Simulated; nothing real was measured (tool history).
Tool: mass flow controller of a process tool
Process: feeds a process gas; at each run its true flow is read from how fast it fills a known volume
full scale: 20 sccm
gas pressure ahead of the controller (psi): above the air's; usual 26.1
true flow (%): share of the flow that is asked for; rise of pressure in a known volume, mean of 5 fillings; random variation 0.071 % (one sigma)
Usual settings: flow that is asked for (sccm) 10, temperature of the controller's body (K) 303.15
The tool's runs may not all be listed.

run	hour	flow that is asked for (sccm)	gas pressure ahead of the controller (psi)	temperature of the controller's body (K)	true flow (%)
1	0	10	26.1	303.15	100.03
2	242.4	10	26.1	303.15	100.19
3	647.6	10	26.1	303.15	100.24
4	951.7	10	26.1	305.15	100.46
5	1354.9	10	26.1	303.15	100.64
6	1614.3	10	26.1	303.15	100.73
7	1797.6	10	26.1	303.15	100.73
8	2113	10	26.1	303.15	100.93
9	2300.6	10	26.1	303.15	100.95
10	2588.2	10	26.1	296.15	100.87
11	2828.3	10	24.8	303.15	101.23
# hour 2849.9: controller's zero set anew
12	3157	7	28.6	308.15	101.68
13	3353.2	7	28.6	308.15	101.71
14	3615.6	10	21.3	303.15	101.29
15	3850.5	10	30	300.15	101.71
16	4202.1	3	31.2	307.15	103.13
# hour 4403.1: controller's zero set anew, once more
17	4440	3	31.2	307.15	101.7

Forecast each of these 5 alternatives for the next run:
A	4774.7	2	31.6	303.15	?
B	4774.7	5	26.1	303.15	?
C	4774.7	5	26.1	302.15	?
D	4774.7	4	34.8	313.15	?
E	4774.7	5	28.9	302.15	?

run	true flow (%)
A	101.93
B	101.52
C	101.62
D	102.14
E	101.74
Without the tool's hidden state the same runs would have given:
run	true flow (%)
A	99.84
B	99.66
C	99.76
D	100.24
E	99.88
